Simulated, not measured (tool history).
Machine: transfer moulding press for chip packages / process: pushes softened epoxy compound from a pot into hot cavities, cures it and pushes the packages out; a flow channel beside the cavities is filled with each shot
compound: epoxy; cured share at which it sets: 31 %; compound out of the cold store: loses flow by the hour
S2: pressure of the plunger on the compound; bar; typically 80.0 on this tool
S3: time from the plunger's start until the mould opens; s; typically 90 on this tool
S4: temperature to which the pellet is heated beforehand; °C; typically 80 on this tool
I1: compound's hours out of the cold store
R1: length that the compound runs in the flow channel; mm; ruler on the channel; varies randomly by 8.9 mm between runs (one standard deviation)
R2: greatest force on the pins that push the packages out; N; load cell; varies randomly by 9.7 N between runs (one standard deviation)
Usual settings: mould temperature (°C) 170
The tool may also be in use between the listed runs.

Run 1, hour 0.0: usual settings; I1 38.5. Result: R1 925 mm, R2 424 N.
At hour 7.4: cavities cleaned with cleaning compound and waxed.
Run 2, hour 8.3: usual settings; I1 44.7. Result: R1 865 mm, R2 419 N.
Run 3, hour 19.4: usual settings; I1 17.9. Result: R1 1017 mm, R2 434 N.
Run 4, hour 32.1: usual settings but S2 64.6 bar; I1 42.9. Result: R1 776 mm, R2 438 N.
Run 5, hour 39.6: usual settings but S2 64.6 bar; I1 23.8. Result: R1 885 mm, R2 437 N.
At hour 45.1: cavities cleaned with cleaning compound and waxed.
Run 6, hour 51.4: usual settings but S2 64.6 bar; I1 31.8. Result: R1 842 mm, R2 441 N.
Run 7, hour 61.6: usual settings but S4 74 °C; I1 23.5. Result: R1 996 mm, R2 447 N.
Run 8, hour 69.5: usual settings but S4 74 °C; I1 40.2. Result: R1 898 mm, R2 448 N.
Run 9, hour 76.0: usual settings; I1 16.8. Result: R1 1044 mm, R2 455 N.
At hour 82.6: cavities cleaned with cleaning compound and waxed.
Run 10, hour 88.0: usual settings but S3 128 s; I1 15.8. Result: R1 1027 mm, R2 383 N.
Run 11, hour 99.8: usual settings; I1 46.9. Result: R1 843 mm, R2 437 N.
Run 12, hour 106.1: usual settings; I1 9.7. Result: R1 1095 mm, R2 460 N.
Run 13, hour 115.8: usual settings; I1 39.4. Result: R1 880 mm, R2 423 N.
At hour 120.7: cavities cleaned with cleaning compound and waxed.
Run 14, hour 126.4: usual settings but S4 85 °C; I1 22.0. Result: R1 994 mm, R2 451 N.

Expected results for the next run?
Run 15, hour 137.1: usual settings but S2 97.2 bar; I1 35.6. Result: R1 ?, R2 ?.

{"run 15": {"R1": 1001, "R2": 430}}
With no hidden state in the tool, this same run would have given R1 1003 mm, R2 427 N.

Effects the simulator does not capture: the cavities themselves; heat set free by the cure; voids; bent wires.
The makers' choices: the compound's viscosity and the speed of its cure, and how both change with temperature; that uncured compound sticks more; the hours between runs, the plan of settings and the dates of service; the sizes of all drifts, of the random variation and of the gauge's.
